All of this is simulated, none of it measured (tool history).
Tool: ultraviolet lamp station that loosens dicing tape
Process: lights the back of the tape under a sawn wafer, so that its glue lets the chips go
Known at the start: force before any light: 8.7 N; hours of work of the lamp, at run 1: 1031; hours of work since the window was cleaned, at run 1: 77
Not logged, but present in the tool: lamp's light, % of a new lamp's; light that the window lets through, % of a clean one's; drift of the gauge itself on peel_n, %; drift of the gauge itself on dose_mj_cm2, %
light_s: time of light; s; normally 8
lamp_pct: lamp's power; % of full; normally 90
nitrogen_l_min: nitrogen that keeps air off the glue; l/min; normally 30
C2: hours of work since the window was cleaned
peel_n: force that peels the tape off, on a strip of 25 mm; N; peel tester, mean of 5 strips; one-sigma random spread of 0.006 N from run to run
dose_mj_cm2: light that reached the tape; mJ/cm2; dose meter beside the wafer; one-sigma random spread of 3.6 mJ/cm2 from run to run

Run 1, hour 0.0: usual settings; hours of work of the lamp 1031; C2 77. Result: peel_n 0.324 N, dose_mj_cm2 454 mJ/cm2.
Run 2, hour 33.6: usual settings; hours of work of the lamp 1057; C2 103. Result: peel_n 0.331 N, dose_mj_cm2 436 mJ/cm2.
Run 3, hour 58.8: usual settings; hours of work of the lamp 1076; C2 122. Result: peel_n 0.355 N, dose_mj_cm2 434 mJ/cm2.
Run 4, hour 90.6: usual settings; hours of work of the lamp 1100; C2 146. Result: peel_n 0.368 N, dose_mj_cm2 425 mJ/cm2.
Run 5, hour 123.6: usual settings; hours of work of the lamp 1126; C2 172. Result: peel_n 0.372 N, dose_mj_cm2 418 mJ/cm2.
Run 6, hour 145.7: usual settings; hours of work of the lamp 1142; C2 189. Result: peel_n 0.406 N, dose_mj_cm2 411 mJ/cm2.
Run 7, hour 161.8: usual settings; hours of work of the lamp 1155; C2 201. Result: peel_n 0.425 N, dose_mj_cm2 401 mJ/cm2.
Run 8, hour 193.2: usual settings; hours of work of the lamp 1179; C2 225. Result: peel_n 0.398 N, dose_mj_cm2 394 mJ/cm2.
Run 9, hour 223.8: usual settings; hours of work of the lamp 1202; C2 248. Result: peel_n 0.466 N, dose_mj_cm2 391 mJ/cm2.
Run 10, hour 245.2: usual settings but lamp_pct 95 % of full; hours of work of the lamp 1219; C2 265. Result: peel_n 0.431 N, dose_mj_cm2 405 mJ/cm2.
At hour 262.4: window cleaned of glue's vapour.
Run 11, hour 266.7: usual settings but lamp_pct 69 % of full; hours of work of the lamp 1235; C2 3. Result: peel_n 0.636 N, dose_mj_cm2 337 mJ/cm2.
Run 12, hour 302.6: usual settings but lamp_pct 69 % of full; hours of work of the lamp 1262; C2 31. Result: peel_n 0.667 N, dose_mj_cm2 331 mJ/cm2.
Run 13, hour 337.1: usual settings but nitrogen_l_min 55 l/min; hours of work of the lamp 1289; C2 57. Result: peel_n 0.218 N, dose_mj_cm2 425 mJ/cm2.
Run 14, hour 366.1: usual settings but nitrogen_l_min 55 l/min; hours of work of the lamp 1311; C2 79. Result: peel_n 0.244 N, dose_mj_cm2 421 mJ/cm2.
Run 15, hour 385.9: usual settings but nitrogen_l_min 55 l/min; hours of work of the lamp 1326; C2 95. Result: peel_n 0.247 N, dose_mj_cm2 410 mJ/cm2.
Run 16, hour 414.5: usual settings but nitrogen_l_min 55 l/min; hours of work of the lamp 1348; C2 116. Result: peel_n 0.262 N, dose_mj_cm2 405 mJ/cm2.
Run 17, hour 451.0: usual settings but nitrogen_l_min 55 l/min; hours of work of the lamp 1376; C2 144. Result: peel_n 0.281 N, dose_mj_cm2 399 mJ/cm2.
Run 18, hour 466.5: usual settings but nitrogen_l_min 45 l/min; hours of work of the lamp 1388; C2 156. Result: peel_n 0.320 N, dose_mj_cm2 388 mJ/cm2.
Run 19, hour 497.1: usual settings but nitrogen_l_min 45 l/min; hours of work of the lamp 1411; C2 180. Result: peel_n 0.335 N, dose_mj_cm2 384 mJ/cm2.
Run 20, hour 520.1: usual settings; hours of work of the lamp 1429; C2 197. Result: peel_n 0.485 N, dose_mj_cm2 377 mJ/cm2.
Run 21, hour 557.8: usual settings but light_s 12 s, lamp_pct 67 % of full, nitrogen_l_min 21 l/min; hours of work of the lamp 1458; C2 226. Result: peel_n 0.542 N, dose_mj_cm2 411 mJ/cm2.
Run 22, hour 586.0: usual settings but light_s 12 s, lamp_pct 67 % of full, nitrogen_l_min 21 l/min; hours of work of the lamp 1479; C2 248. Result: peel_n 0.563 N, dose_mj_cm2 403 mJ/cm2.
Run 23, hour 617.1: usual settings but nitrogen_l_min 11 l/min; hours of work of the lamp 1503; C2 271. Result: peel_n 1.288 N, dose_mj_cm2 354 mJ/cm2.
At hour 625.6: window cleaned of glue's vapour.
Run 24, hour 641.2: usual settings but nitrogen_l_min 11 l/min; hours of work of the lamp 1521; C2 12. Result: peel_n 0.946 N, dose_mj_cm2 410 mJ/cm2.
Run 25, hour 665.6: usual settings but nitrogen_l_min 11 l/min; hours of work of the lamp 1540; C2 31. Result: peel_n 0.986 N, dose_mj_cm2 402 mJ/cm2.
Run 26, hour 682.5: usual settings but nitrogen_l_min 11 l/min; hours of work of the lamp 1553; C2 44. Result: peel_n 1.005 N, dose_mj_cm2 399 mJ/cm2.
Run 27, hour 701.3: usual settings but nitrogen_l_min 11 l/min; hours of work of the lamp 1567; C2 58. Result: peel_n 1.043 N, dose_mj_cm2 388 mJ/cm2.
Run 28, hour 721.0: usual settings but nitrogen_l_min 11 l/min; hours of work of the lamp 1582; C2 73. Result: peel_n 1.073 N, dose_mj_cm2 387 mJ/cm2.
Run 29, hour 747.9: usual settings but light_s 10 s, lamp_pct 64 % of full, nitrogen_l_min 14 l/min; hours of work of the lamp 1603; C2 94. Result: peel_n 1.142 N, dose_mj_cm2 336 mJ/cm2.
Run 30, hour 766.2: usual settings but light_s 10 s, lamp_pct 64 % of full, nitrogen_l_min 14 l/min; hours of work of the lamp 1617; C2 108. Result: peel_n 1.138 N, dose_mj_cm2 334 mJ/cm2.
Run 31, hour 784.4: usual settings but light_s 10 s, lamp_pct 64 % of full, nitrogen_l_min 14 l/min; hours of work of the lamp 1631; C2 122. Result: peel_n 1.217 N, dose_mj_cm2 331 mJ/cm2.
Run 32, hour 819.3: usual settings but lamp_pct 73 % of full; hours of work of the lamp 1657; C2 148. Result: peel_n 0.895 N, dose_mj_cm2 293 mJ/cm2.
Run 33, hour 838.2: usual settings but lamp_pct 73 % of full; hours of work of the lamp 1672; C2 163. Result: peel_n 0.880 N, dose_mj_cm2 288 mJ/cm2.
Run 34, hour 872.6: usual settings but lamp_pct 73 % of full; hours of work of the lamp 1698; C2 189. Result: peel_n 0.944 N, dose_mj_cm2 284 mJ/cm2.
Run 35, hour 904.7: usual settings but light_s 4 s, lamp_pct 81 % of full, nitrogen_l_min 24 l/min; hours of work of the lamp 1723; C2 214. Result: peel_n 2.814 N, dose_mj_cm2 154 mJ/cm2.
At hour 926.4: lamp changed.
Run 36, hour 936.1: usual settings but light_s 13 s, lamp_pct 81 % of full, nitrogen_l_min 57 l/min; hours of work of the lamp 7; C2 237. Result: peel_n 0.110 N, dose_mj_cm2 740 mJ/cm2.
Run 37, hour 960.8: usual settings but light_s 13 s, lamp_pct 81 % of full, nitrogen_l_min 57 l/min; hours of work of the lamp 26; C2 256. Result: peel_n 0.104 N, dose_mj_cm2 726 mJ/cm2.
Run 38, hour 986.7: usual settings but lamp_pct 88 % of full, nitrogen_l_min 12 l/min; hours of work of the lamp 46; C2 276. Result: peel_n 0.629 N, dose_mj_cm2 479 mJ/cm2.
At hour 989.7: window cleaned of glue's vapour.
Run 39, hour 1014.1: usual settings but light_s 6 s, lamp_pct 94 % of full, nitrogen_l_min 12 l/min; hours of work of the lamp 67; C2 19. Result: peel_n 0.717 N, dose_mj_cm2 459 mJ/cm2.
Run 40, hour 1044.9: usual settings but lamp_pct 62 % of full, nitrogen_l_min 10 l/min; hours of work of the lamp 90; C2 42. Result: peel_n 1.131 N, dose_mj_cm2 392 mJ/cm2.

Had the tool no unlogged condition, and each run kept its random variation, what would the results have been?
run  peel_n  dose_mj_cm2
  1   0.171          601
  2   0.163          591
  3   0.174          596
  4   0.164          596
  5   0.156          600
  6   0.165          601
  7   0.172          593
  8   0.142          593
  9   0.164          603
 10   0.158          632
 11   0.306          453
 12   0.303          455
 13   0.116          597
 14   0.126          601
 15   0.120          595
 16   0.122          598
 17   0.126          603
 18   0.126          594
 19   0.127          599
 20   0.155          597
 21   0.170          670
 22   0.169          671
 23   0.398          599
 24   0.390          600
 25   0.395          599
 26   0.389          599
 27   0.397          589
 28   0.396          598
 29   0.416          528
 30   0.403          530
 31   0.424          531
 32   0.274          483
 33   0.257          481
 34   0.262          485
 35   1.241          268
 36   0.105          874
 37   0.098          872
 38   0.386          584
 39   0.657          477
 40   1.014          415

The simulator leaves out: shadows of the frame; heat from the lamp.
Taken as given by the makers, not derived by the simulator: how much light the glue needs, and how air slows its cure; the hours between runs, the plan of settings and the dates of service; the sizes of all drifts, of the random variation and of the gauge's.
